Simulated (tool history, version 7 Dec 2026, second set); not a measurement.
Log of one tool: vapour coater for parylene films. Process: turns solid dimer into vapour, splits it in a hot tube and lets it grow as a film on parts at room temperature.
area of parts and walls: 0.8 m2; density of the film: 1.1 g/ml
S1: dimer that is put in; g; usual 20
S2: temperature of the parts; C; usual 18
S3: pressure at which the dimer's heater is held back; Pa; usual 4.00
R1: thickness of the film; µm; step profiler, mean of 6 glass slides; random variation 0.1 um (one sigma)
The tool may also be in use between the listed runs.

run	day	S1	S2	S3	R1
1	0.000	20	18	4.00	11.78
2	0.400	30	18	4.00	17.64
3	0.933	30	18	4.00	17.74
4	1.492	30	18	4.00	17.41
5	2.142	20	18	3.70	11.98
6	2.558	20	18	3.70	11.73
7	2.942	20	18	3.70	11.97
8	3.788	20	18	4.00	11.75
9	4.204	20	18	4.00	11.66
10	4.833	20	25	4.00	8.87
11	5.296	20	16	4.00	12.66
12	6.204	20	16	4.00	12.56
13	6.808	20	18	4.00	11.55
14	7.512	20	18	4.00	11.63
15	7.896	20	18	4.00	11.41
16	8.575	19	18	2.62	11.34
17	9.233	14	18	9.13	7.38
18	10.133	10	27	5.28	3.97
19	10.538	10	27	5.28	4.00
20	11.450	34	16	6.24	19.72
21	12.296	18	17	2.95	11.07
22	12.817	21	24	4.00	9.34
23	13.250	12	10	5.82	8.92
24	13.633	12	10	5.82	8.93
25	14.392	12	10	5.82	8.95
26	15.271	21	10	2.95	16.41
27	16.150	31	18	7.31	16.62
28	16.842	28	18	4.00	15.76
29	17.746	27	18	4.80	14.94

Forecast each of these 5 alternatives for the next run:
A	18.138	20	18	5.12	?
B	18.138	28	14	11.28	?
C	18.138	10	27	3.78	?
D	18.138	11	18	6.18	?
E	18.138	17	28	10.00	?

run	R1
A	10.99
B	16.63
C	3.96
D	5.84
E	5.94
Without the tool's hidden state the same runs would have given:
run	R1
A	12.32
B	18.64
C	4.44
D	6.54
E	6.66
